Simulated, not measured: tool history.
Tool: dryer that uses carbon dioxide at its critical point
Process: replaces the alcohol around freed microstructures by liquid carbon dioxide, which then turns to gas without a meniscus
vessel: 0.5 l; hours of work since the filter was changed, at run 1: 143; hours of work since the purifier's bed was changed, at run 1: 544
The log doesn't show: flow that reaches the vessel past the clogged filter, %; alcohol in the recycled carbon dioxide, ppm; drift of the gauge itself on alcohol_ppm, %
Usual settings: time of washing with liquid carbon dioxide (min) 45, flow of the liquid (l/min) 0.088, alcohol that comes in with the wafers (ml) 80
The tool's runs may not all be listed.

run   hour  time of washing with liquid carbon dioxide (min)  flow of the liquid (l/min)  alcohol that comes in with the wafers (ml)  hours of work since the filter was changed  hours of work since the purifier's bed was changed  alcohol left in the vessel before it's heated (ppm by volume)
  1      0                                                45                       0.088                                          80                                         143                                                 544                                                            649
  2   28.1                                                68                       0.088                                          80                                         164                                                 565                                                            208
  3   51.2                                                68                       0.088                                          80                                         181                                                 582                                                            218
  4   81.2                                                45                       0.088                                          80                                         203                                                 604                                                            755
  5  101.5                                                45                       0.088                                          80                                         218                                                 619                                                            786
  6  119.3                                                45                       0.088                                          80                                         231                                                 632                                                            812
  7  148.7                                                65                       0.088                                          80                                         252                                                 654                                                            258
  8  177.5                                                45                       0.088                                          80                                         274                                                 675                                                            866
       193  -- purifier's bed changed
  9  210.4                                                45                       0.088                                          80                                         295                                                  13                                                            714
 10    229                                                45                       0.088                                          80                                         309                                                  26                                                            788
 11  246.5                                                45                       0.088                                          80                                         322                                                  39                                                            802
 12  269.3                                                45                       0.088                                          80                                         339                                                  56                                                            796
     278.7  -- inlet filter changed
 13  293.9                                                45                       0.088                                          80                                          11                                                  73                                                            359
 14  323.8                                                29                       0.131                                         106                                          33                                                  95                                                            639
 15  343.8                                                34                      0.0783                                          47                                          48                                                 110                                                           1581
 16  367.4                                                31                       0.115                                          72                                          65                                                 127                                                            668
 17  384.4                                                45                      0.0692                                          30                                          78                                                 140                                                            572
 18  411.9                                                39                       0.102                                          45                                          98                                                 160                                                            281
 19  434.6                                                29                      0.1057                                          37                                         114                                                 177                                                            791
 20  464.7                                                54                      0.0649                                          80                                         137                                                 199                                                            906
 21  494.8                                                54                      0.0649                                          80                                         159                                                 221                                                            994
 22    514                                                45                      0.0675                                         112                                         173                                                 235                                                           2690
 23  544.9                                                59                      0.0696                                          80                                         195                                                 258                                                            487
 24  570.9                                                62                      0.1432                                          22                                         214                                                 277                                                             88
 25  585.1                                                45                      0.1382                                          27                                         225                                                 287                                                             96

Some steps in alcohol left in the vessel before it's heated (ppm by volume) between neighbouring runs. How much of each would the tool show without its hidden state too (settings, what came in, random variation), and how much is left for the hidden state, with any gauge scatter that isn't in both results?
Run 21 -> 22: time of washing with liquid carbon dioxide (min) 54 -> 45, flow of the liquid (l/min) 0.0649 -> 0.0675, alcohol that comes in with the wafers (ml) 80 -> 112. alcohol left in the vessel before it's heated (ppm by volume) +1696: hidden state +482, all else +1214.
Run 22 -> 23: time of washing with liquid carbon dioxide (min) 45 -> 59, flow of the liquid (l/min) 0.0675 -> 0.0696, alcohol that comes in with the wafers (ml) 112 -> 80. alcohol left in the vessel before it's heated (ppm by volume) -2203: hidden state -585, all else -1618.
